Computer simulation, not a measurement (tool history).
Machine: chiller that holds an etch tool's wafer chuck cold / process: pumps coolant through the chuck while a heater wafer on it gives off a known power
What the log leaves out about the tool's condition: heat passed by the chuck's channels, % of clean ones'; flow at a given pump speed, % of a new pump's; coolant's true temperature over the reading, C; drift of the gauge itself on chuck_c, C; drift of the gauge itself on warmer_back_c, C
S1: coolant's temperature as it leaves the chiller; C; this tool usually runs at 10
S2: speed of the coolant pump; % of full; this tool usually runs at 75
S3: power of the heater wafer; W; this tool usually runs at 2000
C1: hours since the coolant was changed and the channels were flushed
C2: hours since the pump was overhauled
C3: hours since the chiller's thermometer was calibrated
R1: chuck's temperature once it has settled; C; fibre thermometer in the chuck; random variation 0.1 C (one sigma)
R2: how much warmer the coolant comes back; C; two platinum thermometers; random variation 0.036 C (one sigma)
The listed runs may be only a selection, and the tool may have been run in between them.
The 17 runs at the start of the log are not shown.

{"run": 18, "hour": 476.6, "S1": 10, "S2": 75, "S3": 1801, "C1": 7571, "C2": 1846, "C3": 3432, "R1": 24.6, "R2": 6.28}
{"run": 19, "hour": 509.3, "S1": 11, "S2": 79, "S3": 1801, "C1": 7604, "C2": 1879, "C3": 3465, "R1": 25.1, "R2": 6.03}
{"run": 20, "hour": 547.6, "S1": 1, "S2": 75, "S3": 1659, "C1": 7642, "C2": 1917, "C3": 3503, "R1": 14.3, "R2": 5.78}
{"run": 21, "hour": 585.6, "S1": 1, "S2": 75, "S3": 1659, "C1": 7680, "C2": 1955, "C3": 3541, "R1": 14.6, "R2": 5.8}
{"run": 22, "hour": 602.4, "S1": 1, "S2": 85, "S3": 1172, "C1": 7697, "C2": 1972, "C3": 3558, "R1": 9.9, "R2": 3.69}
{"run": 23, "hour": 634.5, "S1": 11, "S2": 66, "S3": 2638, "C1": 7729, "C2": 2004, "C3": 3590, "R1": 34.6, "R2": 10.43}
{"run": 24, "hour": 652.7, "S1": 11, "S2": 76, "S3": 2638, "C1": 7747, "C2": 2022, "C3": 3608, "R1": 32.3, "R2": 9.02}
{"run": 25, "hour": 687.2, "S1": 3, "S2": 76, "S3": 2119, "C1": 7782, "C2": 2057, "C3": 3642, "R1": 20.2, "R2": 7.29}
{"run": 26, "hour": 724.3, "S1": 19, "S2": 90, "S3": 1410, "C1": 7819, "C2": 2094, "C3": 3680, "R1": 29.1, "R2": 4.14}
{"run": 27, "hour": 746.0, "S1": 19, "S2": 90, "S3": 1410, "C1": 7840, "C2": 2116, "C3": 3701, "R1": 29.3, "R2": 4.1}
{"hour": 759.1, "done": "chiller's thermometer calibrated"}
{"run": 28, "hour": 784.2, "S1": 16, "S2": 98, "S3": 2000, "C1": 7878, "C2": 2153, "C3": 25, "R1": 29.1, "R2": 5.31}
{"run": 29, "hour": 810.7, "S1": 9, "S2": 67, "S3": 1347, "C1": 7904, "C2": 2179, "C3": 52, "R1": 20.8, "R2": 5.25}
{"run": 30, "hour": 845.4, "S1": 10, "S2": 75, "S3": 1728, "C1": 7939, "C2": 2214, "C3": 86, "R1": 23.9, "R2": 6.06}

What does the tool deliver on the next run?
{"run": 31, "hour": 863.3, "S1": 10, "S2": 75, "S3": 1728, "C1": 7957, "C2": 2232, "C3": 104, "R1": "?", "R2": "?"}

{"run 31": {"R1": 24.1, "R2": 6.1}}
With the hidden condition absent and the run-to-run variation left alone, this run would have shown R1 22.3 C, R2 5.93 C.
